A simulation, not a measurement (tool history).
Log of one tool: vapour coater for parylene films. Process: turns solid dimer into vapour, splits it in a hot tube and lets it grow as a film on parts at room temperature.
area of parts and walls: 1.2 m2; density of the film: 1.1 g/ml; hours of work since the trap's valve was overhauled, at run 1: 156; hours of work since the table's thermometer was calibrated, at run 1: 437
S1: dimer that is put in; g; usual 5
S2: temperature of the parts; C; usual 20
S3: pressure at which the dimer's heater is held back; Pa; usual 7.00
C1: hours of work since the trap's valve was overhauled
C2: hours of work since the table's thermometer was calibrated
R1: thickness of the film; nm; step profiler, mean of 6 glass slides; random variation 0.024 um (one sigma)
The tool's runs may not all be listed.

run 1 hour=0.0 | S1=5 S2=20 S3=7.00 | C1=156 C2=437 | R1=2480
run 2 hour=62.4 | S1=5 S2=20 S3=7.00 | C1=204 C2=485 | R1=2470
-- hour=86.2 trap's valve overhauled
run 3 hour=129.8 | S1=5 S2=20 S3=2.24 | C1=34 C2=534 | R1=2350
run 4 hour=197.9 | S1=5 S2=20 S3=2.24 | C1=86 C2=587 | R1=2270
run 5 hour=252.7 | S1=5 S2=20 S3=7.00 | C1=129 C2=629 | R1=2090
-- hour=286.8 trap's valve overhauled, once more
run 6 hour=296.0 | S1=5 S2=20 S3=7.00 | C1=7 C2=659 | R1=2710
run 7 hour=354.7 | S1=5 S2=20 S3=7.00 | C1=52 C2=705 | R1=2610
run 8 hour=407.1 | S1=4 S2=12 S3=6.54 | C1=93 C2=745 | R1=2810
run 9 hour=446.4 | S1=4 S2=12 S3=6.54 | C1=123 C2=776 | R1=2790
run 10 hour=492.1 | S1=7 S2=31 S3=7.61 | C1=159 C2=811 | R1=2140

Hidden state at the last listed run before each entry between runs and at the first one after, where it differs:
Between runs 2 and 3: trap's valve overhauled (hour 86.2)
  vapour lost through the trap's worn valve, %: 9.7 -> 18.8; true temperature of the parts over the reading, C: -0.28 -> -0.31
  measured less the result without the state, R1: -230 -> -510 nm
Between runs 5 and 6: trap's valve overhauled, once more (hour 286.8)
  vapour lost through the trap's worn valve, %: 23.6 -> 0.5; true temperature of the parts over the reading, C: -0.37 -> -0.4
  measured less the result without the state, R1: -600 -> +30 nm
